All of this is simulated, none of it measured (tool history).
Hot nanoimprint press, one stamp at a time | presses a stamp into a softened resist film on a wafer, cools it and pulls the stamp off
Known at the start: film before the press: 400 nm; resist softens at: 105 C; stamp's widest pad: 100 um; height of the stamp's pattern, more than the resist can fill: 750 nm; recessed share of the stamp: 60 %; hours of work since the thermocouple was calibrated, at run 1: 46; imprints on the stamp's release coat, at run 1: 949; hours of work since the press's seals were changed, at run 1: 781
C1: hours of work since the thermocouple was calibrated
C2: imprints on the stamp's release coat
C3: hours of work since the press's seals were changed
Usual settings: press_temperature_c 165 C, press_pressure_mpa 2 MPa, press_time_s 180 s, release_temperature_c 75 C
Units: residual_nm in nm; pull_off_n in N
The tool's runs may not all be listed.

Run 1, hour 0: usual settings; C1 46; C2 949; C3 781. Result: residual_nm 232.5 nm, pull_off_n 156 N.
Run 2, hour 22.9: usual settings; C1 61; C2 1006; C3 796. Result: residual_nm 232.9 nm, pull_off_n 166 N.
Run 3, hour 54.9: usual settings; C1 83; C2 1086; C3 817. Result: residual_nm 230 nm, pull_off_n 170 N.
Run 4, hour 83.3: usual settings; C1 101; C2 1157; C3 836. Result: residual_nm 233.5 nm, pull_off_n 172 N.
Run 5, hour 109: usual settings; C1 118; C2 1221; C3 853. Result: residual_nm 232.8 nm, pull_off_n 166 N.
At hour 136.6: press's hydraulic seals changed and the load cell set to zero.
Run 6, hour 149.5: usual settings; C1 140; C2 1302; C3 9. Result: residual_nm 230.6 nm, pull_off_n 168 N.
Run 7, hour 175.6: usual settings; C1 157; C2 1367; C3 26. Result: residual_nm 228.1 nm, pull_off_n 169 N.
Run 8, hour 206.4: usual settings but press_temperature_c 160 C; C1 178; C2 1443; C3 46. Result: residual_nm 282.5 nm, pull_off_n 169 N.
Run 9, hour 227.1: usual settings but press_temperature_c 160 C; C1 191; C2 1495; C3 60. Result: residual_nm 281.3 nm, pull_off_n 167 N.
Run 10, hour 253.2: usual settings but press_temperature_c 160 C; C1 209; C2 1560; C3 77. Result: residual_nm 280 nm, pull_off_n 162 N.
Run 11, hour 276.3: usual settings but press_temperature_c 160 C; C1 224; C2 1618; C3 93. Result: residual_nm 281.7 nm, pull_off_n 169 N.
Run 12, hour 306.4: usual settings but press_temperature_c 160 C; C1 244; C2 1693; C3 113. Result: residual_nm 280.4 nm, pull_off_n 171 N.
At hour 324.5: stamp cleaned and given a new release coat.
Run 13, hour 344.3: usual settings but press_temperature_c 160 C; C1 265; C2 49; C3 134. Result: residual_nm 280.5 nm, pull_off_n 168 N.
Run 14, hour 370.7: usual settings but press_temperature_c 160 C; C1 283; C2 115; C3 151. Result: residual_nm 280.2 nm, pull_off_n 162 N.
Run 15, hour 394: usual settings but press_temperature_c 160 C, press_time_s 91 s; C1 298; C2 173; C3 167. Result: residual_nm 318.4 nm, pull_off_n 167 N.
At hour 416.9: plate thermocouple calibrated.
Run 16, hour 422.4: usual settings but press_temperature_c 163 C, press_pressure_mpa 1.23 MPa, press_time_s 148 s, release_temperature_c 83 C; C1 4; C2 236; C3 183. Result: residual_nm 300.3 nm, pull_off_n 135 N.
Run 17, hour 436.7: usual settings but press_temperature_c 163 C, press_pressure_mpa 1.23 MPa, press_time_s 148 s, release_temperature_c 79 C; C1 13; C2 272; C3 193. Result: residual_nm 305.5 nm, pull_off_n 146 N.
Run 18, hour 461.3: usual settings but press_temperature_c 163 C, press_pressure_mpa 2.3 MPa, press_time_s 94 s, release_temperature_c 62 C; C1 29; C2 333; C3 209. Result: residual_nm 280 nm, pull_off_n 210 N.
Run 19, hour 491.8: usual settings but press_temperature_c 163 C, press_pressure_mpa 2.3 MPa, press_time_s 94 s, release_temperature_c 62 C; C1 50; C2 409; C3 229. Result: residual_nm 278.6 nm, pull_off_n 201 N.
At hour 495.1: gauge calibrated.
Run 20, hour 521.3: usual settings but press_temperature_c 173 C, press_pressure_mpa 1.83 MPa, press_time_s 205 s, release_temperature_c 68 C; C1 69; C2 483; C3 249. Result: residual_nm 157.4 nm, pull_off_n 190 N.
Run 21, hour 552.2: usual settings but press_time_s 310 s; C1 90; C2 560; C3 269. Result: residual_nm 193.2 nm, pull_off_n 164 N.
Run 22, hour 576.3: usual settings but press_pressure_mpa 1.25 MPa, press_time_s 310 s, release_temperature_c 79 C; C1 106; C2 620; C3 285. Result: residual_nm 238.9 nm, pull_off_n 146 N.
Run 23, hour 594.8: usual settings but press_temperature_c 155 C, press_pressure_mpa 1.79 MPa, press_time_s 307 s, release_temperature_c 61 C; C1 118; C2 666; C3 298. Result: residual_nm 311.6 nm, pull_off_n 221 N.
Run 24, hour 627.6: usual settings but press_temperature_c 158 C, press_pressure_mpa 1.36 MPa, press_time_s 307 s, release_temperature_c 61 C; C1 140; C2 748; C3 319. Result: residual_nm 302.9 nm, pull_off_n 218 N.
Run 25, hour 642: usual settings but press_temperature_c 158 C, press_pressure_mpa 1.29 MPa, press_time_s 256 s, release_temperature_c 67 C; C1 149; C2 784; C3 329. Result: residual_nm 316.2 nm, pull_off_n 188 N.
Run 26, hour 656.6: usual settings but press_pressure_mpa 2.37 MPa, press_time_s 125 s; C1 159; C2 820; C3 339. Result: residual_nm 242.4 nm, pull_off_n 164 N.
Run 27, hour 676.2: usual settings but press_temperature_c 173 C, press_pressure_mpa 2.05 MPa, press_time_s 318 s, release_temperature_c 81 C; C1 172; C2 869; C3 352. Result: residual_nm 123.2 nm, pull_off_n 141 N.

Forecast each of these 4 alternatives for the next run:
Run A, hour 697.8: usual settings but press_pressure_mpa 2.2 MPa, press_time_s 276 s, release_temperature_c 81 C; C1 186; C2 923; C3 366. Result: residual_nm ?, pull_off_n ?.
Run B, hour 697.8: usual settings but press_time_s 157 s, release_temperature_c 72 C; C1 186; C2 923; C3 366. Result: residual_nm ?, pull_off_n ?.
Run C, hour 697.8: usual settings but press_temperature_c 154 C, release_temperature_c 78 C; C1 186; C2 923; C3 366. Result: residual_nm ?, pull_off_n ?.
Run D, hour 697.8: usual settings but press_pressure_mpa 1.26 MPa, press_time_s 225 s; C1 186; C2 923; C3 366. Result: residual_nm ?, pull_off_n ?.

run  residual_nm  pull_off_n
  A        192.2         144
  B        238.4         172
  C        334.3         156
  D        258.8         172
Without the tool's hidden state the same runs would have given:
run  residual_nm  pull_off_n
  A        194.2         142
  B          241         170
  C          338         154
  D        261.6         171
